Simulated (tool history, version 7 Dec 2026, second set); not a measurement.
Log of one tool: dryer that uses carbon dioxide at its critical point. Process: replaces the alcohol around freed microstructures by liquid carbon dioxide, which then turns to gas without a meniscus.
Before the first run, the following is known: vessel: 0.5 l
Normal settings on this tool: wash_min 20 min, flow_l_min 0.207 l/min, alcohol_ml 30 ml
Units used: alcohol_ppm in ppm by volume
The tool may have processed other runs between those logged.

{"run": 1, "hour": 0.0, "wash_min": 20, "flow_l_min": 0.207, "alcohol_ml": 30, "alcohol_ppm": 46}
{"run": 2, "hour": 8.6, "wash_min": 20, "flow_l_min": 0.207, "alcohol_ml": 30, "alcohol_ppm": 61}
{"run": 3, "hour": 20.1, "wash_min": 24, "flow_l_min": 0.207, "alcohol_ml": 30, "alcohol_ppm": 25}
{"run": 4, "hour": 29.1, "wash_min": 20, "flow_l_min": 0.207, "alcohol_ml": 92, "alcohol_ppm": 93}
{"run": 5, "hour": 41.0, "wash_min": 20, "flow_l_min": 0.346, "alcohol_ml": 92, "alcohol_ppm": 19}
{"run": 6, "hour": 57.4, "wash_min": 20, "flow_l_min": 0.346, "alcohol_ml": 92, "alcohol_ppm": 28}
{"run": 7, "hour": 73.2, "wash_min": 20, "flow_l_min": 0.148, "alcohol_ml": 30, "alcohol_ppm": 278}
{"run": 8, "hour": 87.7, "wash_min": 20, "flow_l_min": 0.148, "alcohol_ml": 30, "alcohol_ppm": 265}
{"run": 9, "hour": 104.9, "wash_min": 18, "flow_l_min": 0.207, "alcohol_ml": 30, "alcohol_ppm": 86}
{"run": 10, "hour": 116.4, "wash_min": 18, "flow_l_min": 0.207, "alcohol_ml": 30, "alcohol_ppm": 79}
{"run": 11, "hour": 129.1, "wash_min": 18, "flow_l_min": 0.207, "alcohol_ml": 30, "alcohol_ppm": 83}
{"run": 12, "hour": 146.3, "wash_min": 18, "flow_l_min": 0.207, "alcohol_ml": 30, "alcohol_ppm": 96}
{"run": 13, "hour": 162.7, "wash_min": 18, "flow_l_min": 0.207, "alcohol_ml": 30, "alcohol_ppm": 93}
{"run": 14, "hour": 179.7, "wash_min": 18, "flow_l_min": 0.316, "alcohol_ml": 30, "alcohol_ppm": 43}
{"run": 15, "hour": 187.3, "wash_min": 18, "flow_l_min": 0.316, "alcohol_ml": 30, "alcohol_ppm": 32}
{"run": 16, "hour": 197.5, "wash_min": 20, "flow_l_min": 0.207, "alcohol_ml": 44, "alcohol_ppm": 71}
{"run": 17, "hour": 209.6, "wash_min": 17, "flow_l_min": 0.207, "alcohol_ml": 30, "alcohol_ppm": 131}
{"run": 18, "hour": 221.5, "wash_min": 20, "flow_l_min": 0.207, "alcohol_ml": 30, "alcohol_ppm": 55}
{"run": 19, "hour": 229.0, "wash_min": 20, "flow_l_min": 0.207, "alcohol_ml": 107, "alcohol_ppm": 131}
{"run": 20, "hour": 237.2, "wash_min": 20, "flow_l_min": 0.203, "alcohol_ml": 30, "alcohol_ppm": 69}
{"run": 21, "hour": 247.1, "wash_min": 20, "flow_l_min": 0.207, "alcohol_ml": 30, "alcohol_ppm": 69}
{"run": 22, "hour": 263.6, "wash_min": 20, "flow_l_min": 0.207, "alcohol_ml": 30, "alcohol_ppm": 71}
{"run": 23, "hour": 276.5, "wash_min": 20, "flow_l_min": 0.207, "alcohol_ml": 30, "alcohol_ppm": 70}
{"run": 24, "hour": 289.3, "wash_min": 20, "flow_l_min": 0.207, "alcohol_ml": 30, "alcohol_ppm": 66}
{"run": 25, "hour": 297.4, "wash_min": 19, "flow_l_min": 0.257, "alcohol_ml": 37, "alcohol_ppm": 58}
{"run": 26, "hour": 310.7, "wash_min": 20, "flow_l_min": 0.277, "alcohol_ml": 30, "alcohol_ppm": 32}
{"run": 27, "hour": 319.1, "wash_min": 20, "flow_l_min": 0.207, "alcohol_ml": 31, "alcohol_ppm": 76}
{"run": 28, "hour": 330.5, "wash_min": 20, "flow_l_min": 0.239, "alcohol_ml": 30, "alcohol_ppm": 58}
{"run": 29, "hour": 343.6, "wash_min": 31, "flow_l_min": 0.299, "alcohol_ml": 86, "alcohol_ppm": 33}
{"run": 30, "hour": 352.7, "wash_min": 30, "flow_l_min": 0.232, "alcohol_ml": 43, "alcohol_ppm": 40}
{"run": 31, "hour": 368.2, "wash_min": 17, "flow_l_min": 0.232, "alcohol_ml": 43, "alcohol_ppm": 100}
{"run": 32, "hour": 383.6, "wash_min": 31, "flow_l_min": 0.143, "alcohol_ml": 119, "alcohol_ppm": 124}
{"run": 33, "hour": 400.7, "wash_min": 31, "flow_l_min": 0.143, "alcohol_ml": 119, "alcohol_ppm": 123}
{"run": 34, "hour": 414.4, "wash_min": 31, "flow_l_min": 0.143, "alcohol_ml": 119, "alcohol_ppm": 131}
{"run": 35, "hour": 431.7, "wash_min": 31, "flow_l_min": 0.143, "alcohol_ml": 119, "alcohol_ppm": 120}
{"run": 36, "hour": 449.0, "wash_min": 31, "flow_l_min": 0.143, "alcohol_ml": 119, "alcohol_ppm": 126}
{"run": 37, "hour": 463.2, "wash_min": 31, "flow_l_min": 0.143, "alcohol_ml": 119, "alcohol_ppm": 128}
{"run": 38, "hour": 480.6, "wash_min": 31, "flow_l_min": 0.143, "alcohol_ml": 119, "alcohol_ppm": 135}
{"run": 39, "hour": 488.5, "wash_min": 20, "flow_l_min": 0.126, "alcohol_ml": 36, "alcohol_ppm": 835}
{"run": 40, "hour": 497.3, "wash_min": 12, "flow_l_min": 0.312, "alcohol_ml": 25, "alcohol_ppm": 107}
{"run": 41, "hour": 509.1, "wash_min": 25, "flow_l_min": 0.176, "alcohol_ml": 81, "alcohol_ppm": 122}
{"run": 42, "hour": 521.8, "wash_min": 23, "flow_l_min": 0.217, "alcohol_ml": 67, "alcohol_ppm": 67}
{"run": 43, "hour": 533.7, "wash_min": 23, "flow_l_min": 0.217, "alcohol_ml": 67, "alcohol_ppm": 59}
{"run": 44, "hour": 548.8, "wash_min": 20, "flow_l_min": 0.207, "alcohol_ml": 20, "alcohol_ppm": 78}
{"run": 45, "hour": 564.8, "wash_min": 20, "flow_l_min": 0.299, "alcohol_ml": 82, "alcohol_ppm": 54}
{"run": 46, "hour": 575.7, "wash_min": 20, "flow_l_min": 0.299, "alcohol_ml": 82, "alcohol_ppm": 51}
{"run": 47, "hour": 584.3, "wash_min": 28, "flow_l_min": 0.24, "alcohol_ml": 21, "alcohol_ppm": 58}

Each row is a separate what-if for the run after 47, all from the same tool condition, not one after another. Results?
{"run": "A", "hour": 598.4, "wash_min": 20, "flow_l_min": 0.24, "alcohol_ml": 21, "alcohol_ppm": "?"}
{"run": "B", "hour": 598.4, "wash_min": 26, "flow_l_min": 0.207, "alcohol_ml": 30, "alcohol_ppm": "?"}
{"run": "C", "hour": 598.4, "wash_min": 28, "flow_l_min": 0.235, "alcohol_ml": 107, "alcohol_ppm": "?"}
{"run": "D", "hour": 598.4, "wash_min": 28, "flow_l_min": 0.136, "alcohol_ml": 92, "alcohol_ppm": "?"}

run=A alcohol_ppm=70
run=B alcohol_ppm=58
run=C alcohol_ppm=63
run=D alcohol_ppm=279
With no hidden state in the tool, these same runs would have given:
run=A alcohol_ppm=15
run=B alcohol_ppm=5
run=C alcohol_ppm=10
run=D alcohol_ppm=111
